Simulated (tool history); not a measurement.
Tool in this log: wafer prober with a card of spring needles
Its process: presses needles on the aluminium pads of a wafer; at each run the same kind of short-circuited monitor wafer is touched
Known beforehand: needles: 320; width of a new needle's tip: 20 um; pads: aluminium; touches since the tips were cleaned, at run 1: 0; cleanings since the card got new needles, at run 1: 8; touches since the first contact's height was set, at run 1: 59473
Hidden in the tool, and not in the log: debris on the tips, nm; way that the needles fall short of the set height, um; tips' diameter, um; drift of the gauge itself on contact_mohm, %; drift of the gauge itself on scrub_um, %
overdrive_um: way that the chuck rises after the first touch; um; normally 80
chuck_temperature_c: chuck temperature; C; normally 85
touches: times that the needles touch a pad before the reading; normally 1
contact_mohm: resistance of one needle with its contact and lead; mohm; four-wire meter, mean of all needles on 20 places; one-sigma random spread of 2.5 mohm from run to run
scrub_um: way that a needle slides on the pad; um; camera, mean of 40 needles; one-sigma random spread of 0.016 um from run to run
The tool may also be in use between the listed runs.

run   hour  overdrive_um  chuck_temperature_c  touches  touches since the tips were cleaned  cleanings since the card got new needles  touches since the first contact's height was set  contact_mohm  scrub_um
  1    0.0            80                   85        1                                    0                                         8                                             59473           285     11.62
  2   14.8            80                   85        1                                 4337                                         8                                             63810           292     11.64
      22.6  -- tips cleaned on abrasive film
  3   29.4            80                   85        1                                 1989                                         9                                             68025           291     11.67
  4   36.3            80                   85        1                                 4014                                         9                                             70050           287     11.69
      45.8  -- tips cleaned on abrasive film
  5   52.2            80                   85        1                                 1867                                        10                                             74668           285     11.70
  6   64.7            80                   85        1                                 5505                                        10                                             78306           291     11.73
      68.5  -- tips cleaned on abrasive film
  7   71.3            80                   85        1                                  813                                        11                                             80212           287     11.67
  8   86.0            80                   85        1                                 5123                                        11                                             84522           287     11.74
      90.5  -- tips cleaned on abrasive film
  9  100.9            80                   35        1                                 3037                                        12                                             88838           277     11.78
     112.6  -- tips cleaned on abrasive film
 10  116.3            80                   85        1                                 1090                                        13                                             93321           292     11.76
 11  130.6            80                   85        1                                 5260                                        13                                             97491           288     11.80
     134.6  -- tips cleaned on abrasive film
 12  139.4            62                   85        1                                 1411                                        14                                            100039           291      9.15
 13  153.7            62                   85        1                                 5578                                        14                                            104206           289      9.16
     157.3  -- tips cleaned on abrasive film
 14  169.2            92                   45        2                                 3481                                        15                                            108720           276     13.63
 15  176.5            96                   57        2                                 5601                                        15                                            110840           276     14.22
     180.2  -- tips cleaned on abrasive film
     186.3  -- gauge calibrated
 16  190.7            96                   57        2                                 3075                                        16                                            114963           283     13.96
 17  197.9            78                   90        2                                 5191                                        16                                            117079           289     11.33
     202.4  -- tips cleaned on abrasive film
 18  204.9            61                   91        2                                  734                                        17                                            119091           292      8.87
 19  211.5            61                   91        2                                 2640                                        17                                            120997           291      8.89
     225.0  -- tips cleaned on abrasive film
 20  225.6            61                   91        2                                  171                                        18                                            125099           292      8.90
 21  236.1            61                   63        2                                 3244                                        18                                            128172           286      8.92
     247.0  -- tips cleaned on abrasive film
 22  249.2            61                   63        2                                  635                                        19                                            131958           282      8.91
 23  259.4            92                   32        1                                 3637                                        19                                            134960           271     13.48
     269.6  -- tips cleaned on abrasive film
 24  270.8            92                   32        1                                  351                                        20                                            138249           268     13.51
 25  285.7            92                   32        1                                 4718                                        20                                            142616           272     13.50

What if the next run were any one of these 5? Each begins from the tool's condition after run 25:
     291.5  -- tips cleaned on abrasive film
  A  296.0            71                   32        1                                 1329                                        21                                            145598             ?         ?
     291.5  -- tips cleaned on abrasive film
  B  296.0            70                   68        2                                 1329                                        21                                            145598             ?         ?
     291.5  -- tips cleaned on abrasive film
  C  296.0            90                   26        1                                 1329                                        21                                            145598             ?         ?
     291.5  -- tips cleaned on abrasive film
  D  296.0            74                   69        1                                 1329                                        21                                            145598             ?         ?
     291.5  -- tips cleaned on abrasive film
  E  296.0            74                   33        1                                 1329                                        21                                            145598             ?         ?

run  contact_mohm  scrub_um
  A           273     10.43
  B           286     10.32
  C           271     13.23
  D           287     10.87
  E           271     10.91
Take away the tool's hidden state, keep each run's random variation, and the runs would have read:
run  contact_mohm  scrub_um
  A           273     10.30
  B           286     10.19
  C           271     13.06
  D           287     10.73
  E           270     10.77
